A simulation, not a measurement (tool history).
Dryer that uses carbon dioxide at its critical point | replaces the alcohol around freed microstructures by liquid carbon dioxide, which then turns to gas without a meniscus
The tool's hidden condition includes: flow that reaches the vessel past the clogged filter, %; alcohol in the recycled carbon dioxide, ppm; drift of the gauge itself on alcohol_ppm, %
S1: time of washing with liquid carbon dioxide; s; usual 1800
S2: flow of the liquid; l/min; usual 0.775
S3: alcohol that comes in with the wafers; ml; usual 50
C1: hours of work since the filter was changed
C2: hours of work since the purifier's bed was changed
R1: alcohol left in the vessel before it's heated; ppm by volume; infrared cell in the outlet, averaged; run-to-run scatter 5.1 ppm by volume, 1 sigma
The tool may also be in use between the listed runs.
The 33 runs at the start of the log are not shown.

{"run": 34, "hour": 270.9, "S1": 1200, "S2": 0.734, "S3": 43, "C1": 562, "C2": 281, "R1": 640}
{"run": 35, "hour": 275.9, "S1": 1200, "S2": 0.734, "S3": 43, "C1": 564, "C2": 283, "R1": 646}
{"run": 36, "hour": 285.7, "S1": 2700, "S2": 1.137, "S3": 87, "C1": 570, "C2": 289, "R1": 29}
{"run": 37, "hour": 296.8, "S1": 1800, "S2": 0.878, "S3": 50, "C1": 576, "C2": 295, "R1": 104}
{"run": 38, "hour": 308.4, "S1": 1380, "S2": 0.904, "S3": 93, "C1": 582, "C2": 301, "R1": 459}
{"run": 39, "hour": 319.6, "S1": 1380, "S2": 0.904, "S3": 93, "C1": 589, "C2": 308, "R1": 454}
{"hour": 322.7, "done": "inlet filter changed"}
{"run": 40, "hour": 331.3, "S1": 1320, "S2": 0.904, "S3": 75, "C1": 5, "C2": 314, "R1": 241}
{"run": 41, "hour": 340.1, "S1": 1320, "S2": 0.904, "S3": 75, "C1": 10, "C2": 319, "R1": 242}
{"run": 42, "hour": 351.0, "S1": 1320, "S2": 0.487, "S3": 96, "C1": 16, "C2": 325, "R1": 2151}
{"run": 43, "hour": 359.2, "S1": 1140, "S2": 0.48, "S3": 58, "C1": 20, "C2": 329, "R1": 1854}
{"run": 44, "hour": 369.7, "S1": 1800, "S2": 0.948, "S3": 33, "C1": 26, "C2": 335, "R1": 45}
{"run": 45, "hour": 376.6, "S1": 1980, "S2": 0.948, "S3": 38, "C1": 30, "C2": 339, "R1": 40}
{"run": 46, "hour": 383.3, "S1": 1080, "S2": 0.782, "S3": 24, "C1": 34, "C2": 343, "R1": 288}

What if the next run were any one of these 5? Each begins from the tool's condition after run 46:
{"run": "A", "hour": 392.2, "S1": 1380, "S2": 0.703, "S3": 112, "C1": 39, "C2": 348, "R1": "?"}
{"run": "B", "hour": 392.2, "S1": 2340, "S2": 0.775, "S3": 39, "C1": 39, "C2": 348, "R1": "?"}
{"run": "C", "hour": 392.2, "S1": 2640, "S2": 0.775, "S3": 50, "C1": 39, "C2": 348, "R1": "?"}
{"run": "D", "hour": 392.2, "S1": 2040, "S2": 1.256, "S3": 24, "C1": 39, "C2": 348, "R1": "?"}
{"run": "E", "hour": 392.2, "S1": 1800, "S2": 1.164, "S3": 50, "C1": 39, "C2": 348, "R1": "?"}

run=A R1=785
run=B R1=37
run=C R1=36
run=D R1=23
run=E R1=37
Without the tool's hidden state the same runs would have given:
run=A R1=727
run=B R1=11
run=C R1=10
run=D R1=0
run=E R1=11
